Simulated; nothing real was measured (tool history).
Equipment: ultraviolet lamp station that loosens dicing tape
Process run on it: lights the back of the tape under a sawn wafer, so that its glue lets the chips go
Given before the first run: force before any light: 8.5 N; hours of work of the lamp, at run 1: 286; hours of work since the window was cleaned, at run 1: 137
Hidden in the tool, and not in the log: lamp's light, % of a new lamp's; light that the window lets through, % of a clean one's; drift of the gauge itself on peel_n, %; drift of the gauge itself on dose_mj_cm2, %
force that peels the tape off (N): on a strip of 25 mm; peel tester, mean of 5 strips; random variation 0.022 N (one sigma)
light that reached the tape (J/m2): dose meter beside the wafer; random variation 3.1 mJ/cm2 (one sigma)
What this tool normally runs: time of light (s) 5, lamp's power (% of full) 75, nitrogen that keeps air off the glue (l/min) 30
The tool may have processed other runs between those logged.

| run | hour | time of light (s) | lamp's power (% of full) | nitrogen that keeps air off the glue (l/min) | hours of work of the lamp | hours of work since the window was cleaned | force that peels the tape off (N) | light that reached the tape (J/m2) |
|---|---|---|---|---|---|---|---|---|
| 1 | 0.0 | 5 | 75 | 30 | 286 | 137 | 1.089 | 4820 |
| 2 | 38.6 | 5 | 75 | 30 | 310 | 161 | 1.080 | 4810 |
| 3 | 58.8 | 5 | 75 | 30 | 323 | 174 | 1.111 | 4800 |
| 4 | 93.6 | 4 | 75 | 30 | 345 | 196 | 1.643 | 3870 |
| 5 | 131.5 | 5 | 75 | 19 | 369 | 220 | 1.338 | 4820 |
| 6 | 151.8 | 5 | 75 | 19 | 382 | 233 | 1.323 | 4830 |
| 7 | 193.0 | 5 | 75 | 19 | 408 | 259 | 1.277 | 4760 |
| 8 | 230.5 | 5 | 75 | 19 | 431 | 282 | 1.350 | 4780 |
|  | 270.0 | window cleaned of glue's vapour |
| 9 | 270.0 | 5 | 75 | 19 | 456 | 0 | 1.369 | 4810 |
| 10 | 299.0 | 5 | 75 | 19 | 474 | 18 | 1.288 | 4780 |
| 11 | 318.3 | 5 | 75 | 19 | 486 | 30 | 1.277 | 4870 |
| 12 | 365.8 | 5 | 75 | 19 | 516 | 60 | 1.318 | 4850 |
| 13 | 398.3 | 3 | 90 | 14 | 537 | 81 | 2.401 | 3450 |
| 14 | 432.8 | 3 | 90 | 14 | 558 | 103 | 2.343 | 3460 |
| 15 | 473.9 | 5 | 99 | 23 | 584 | 128 | 0.698 | 6360 |
| 16 | 502.5 | 5 | 99 | 23 | 602 | 146 | 0.704 | 6430 |
| 17 | 537.8 | 6 | 99 | 55 | 625 | 169 | 0.353 | 7570 |
| 18 | 565.9 | 6 | 99 | 55 | 642 | 186 | 0.365 | 7620 |
| 19 | 588.1 | 6 | 99 | 55 | 656 | 200 | 0.362 | 7590 |
| 20 | 613.9 | 5 | 90 | 30 | 673 | 217 | 0.776 | 5780 |
| 21 | 656.1 | 5 | 90 | 30 | 699 | 243 | 0.782 | 5700 |
| 22 | 677.4 | 5 | 90 | 30 | 713 | 257 | 0.735 | 5780 |
| 23 | 709.6 | 3 | 63 | 40 | 733 | 277 | 2.822 | 2430 |

What if the next run were any one of these 4? Each begins from the tool's condition after run 23:
| A | 748.4 | 5 | 75 | 20 | 757 | 301 | ? | ? |
| B | 748.4 | 2 | 67 | 25 | 757 | 301 | ? | ? |
| C | 748.4 | 5 | 75 | 37 | 757 | 301 | ? | ? |
| D | 748.4 | 3 | 93 | 30 | 757 | 301 | ? | ? |

| run | force that peels the tape off (N) | light that reached the tape (J/m2) |
|---|---|---|
| A | 1.304 | 4750 |
| B | 4.108 | 1720 |
| C | 0.985 | 4740 |
| D | 1.829 | 3560 |
Had the tool no hidden state, the same runs would have come out as:
| run | force that peels the tape off (N) | light that reached the tape (J/m2) |
|---|---|---|
| A | 1.300 | 4750 |
| B | 4.103 | 1720 |
| C | 0.982 | 4750 |
| D | 1.824 | 3570 |
